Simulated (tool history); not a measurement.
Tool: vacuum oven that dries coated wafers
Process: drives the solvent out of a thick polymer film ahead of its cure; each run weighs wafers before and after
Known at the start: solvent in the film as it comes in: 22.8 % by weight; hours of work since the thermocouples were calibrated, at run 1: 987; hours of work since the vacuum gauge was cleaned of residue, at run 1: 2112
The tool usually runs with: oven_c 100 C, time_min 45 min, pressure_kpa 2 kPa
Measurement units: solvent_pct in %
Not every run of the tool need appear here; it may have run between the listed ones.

run	hour	oven_c	time_min	pressure_kpa	hours of work since the thermocouples were calibrated	hours of work since the vacuum gauge was cleaned of residue	solvent_pct
1	0	100	45	2	987	2112	1.43
# hour 6.9: oven's thermocouples calibrated
2	72.7	100	45	2	46	2161	1.36
3	118.6	100	45	2	78	2193	1.36
# hour 125.6: oven's thermocouples calibrated, once more
4	187.2	94	45	2	43	2240	2.51
5	243.5	94	45	2	82	2279	2.52
6	301.3	93	45	2	122	2319	2.75
7	357.2	100	45	2	161	2358	1.48
8	411.9	100	45	2	199	2396	1.46
9	490.5	100	45	1.87	254	2451	1.4
10	567.8	100	45	1.87	308	2504	1.4
11	645.9	100	45	1.65	362	2559	1.3
12	705.9	100	45	1.65	404	2600	1.29
13	758	110	55	3.41	440	2637	1.07
14	800.2	100	48	4.39	469	2666	2.24
15	849	100	52	2.46	503	2700	1.37
16	913.7	111	25	2.46	548	2745	1.37
17	955.5	100	32	2	577	2774	2.36
18	1019.1	98	45	2	622	2818	1.68
19	1074.5	109	51	1.51	660	2857	0.55
20	1146.5	90	45	6.62	710	2907	5.73
# hour 1209.6: vacuum gauge cleaned of residue and calibrated
21	1218.4	94	35	3.37	759	6	3.82
22	1288.8	94	35	3.37	808	55	3.8
23	1329.7	96	79	7.03	837	84	3.22
24	1380.4	96	79	7.03	872	119	3.23

Measured minus without-hidden-state, run by run (identical run-to-run variation in each term; gauge scatter may differ):
Hidden conditions of the tool in this case: true wafer temperature over the reading, C; true pressure over the reading, kPa; drift of the gauge itself on solvent_pct, %.
run	solvent_pct
1	+0.01
2	-0.06
3	-0.07
4	+0.04
5	+0.03
6	+0.02
7	+0.05
8	+0.04
9	+0.03
10	+0.03
11	+0.03
12	+0.02
13	+0.06
14	+0
15	+0.04
16	-0.03
17	-0.09
18	-0.03
19	+0.06
20	-0.2
21	-0.34
22	-0.36
23	-0.17
24	-0.18
